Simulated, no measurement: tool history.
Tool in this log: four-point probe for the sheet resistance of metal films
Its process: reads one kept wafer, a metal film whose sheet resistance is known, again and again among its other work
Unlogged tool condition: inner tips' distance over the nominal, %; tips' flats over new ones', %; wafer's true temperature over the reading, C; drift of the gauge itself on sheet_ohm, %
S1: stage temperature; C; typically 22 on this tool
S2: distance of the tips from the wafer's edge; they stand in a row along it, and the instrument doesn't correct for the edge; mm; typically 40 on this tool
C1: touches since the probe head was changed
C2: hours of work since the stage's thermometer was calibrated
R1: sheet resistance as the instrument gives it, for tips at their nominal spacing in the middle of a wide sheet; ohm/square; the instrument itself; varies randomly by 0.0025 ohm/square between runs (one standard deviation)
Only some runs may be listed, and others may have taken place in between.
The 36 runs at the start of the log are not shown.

{"run": 37, "hour": 801.1, "S1": 24, "S2": 19, "C1": 104767, "C2": 472, "R1": 12.701487}
{"run": 38, "hour": 825.6, "S1": 22, "S2": 14, "C1": 106017, "C2": 487, "R1": 12.720359}
{"run": 39, "hour": 849.3, "S1": 22, "S2": 4, "C1": 107219, "C2": 500, "R1": 13.310059}
{"run": 40, "hour": 882.6, "S1": 26, "S2": 35, "C1": 108912, "C2": 520, "R1": 12.687541}
{"run": 41, "hour": 913.4, "S1": 22, "S2": 20, "C1": 110480, "C2": 538, "R1": 12.692188}
{"run": 42, "hour": 931.2, "S1": 22, "S2": 20, "C1": 111388, "C2": 549, "R1": 12.691693}
{"run": 43, "hour": 947.4, "S1": 22, "S2": 20, "C1": 112210, "C2": 558, "R1": 12.691634}
{"run": 44, "hour": 974.3, "S1": 23, "S2": 74, "C1": 113578, "C2": 574, "R1": 12.667682}
{"run": 45, "hour": 990.1, "S1": 23, "S2": 74, "C1": 114386, "C2": 584, "R1": 12.669667}

Predict each of these 4 candidate next runs independently; none follows another, all start after run 45:
{"run": "A", "hour": 1019.4, "S1": 18, "S2": 40, "C1": 115871, "C2": 601, "R1": "?"}
{"run": "B", "hour": 1019.4, "S1": 22, "S2": 25, "C1": 115871, "C2": 601, "R1": "?"}
{"run": "C", "hour": 1019.4, "S1": 20, "S2": 27, "C1": 115871, "C2": 601, "R1": "?"}
{"run": "D", "hour": 1019.4, "S1": 25, "S2": 40, "C1": 115871, "C2": 601, "R1": "?"}

run=A R1=12.655458
run=B R1=12.682265
run=C R1=12.676002
run=D R1=12.680511
Without the tool's hidden state the same runs would have given:
run=A R1=12.676892
run=B R1=12.703600
run=C R1=12.697397
run=D R1=12.701738
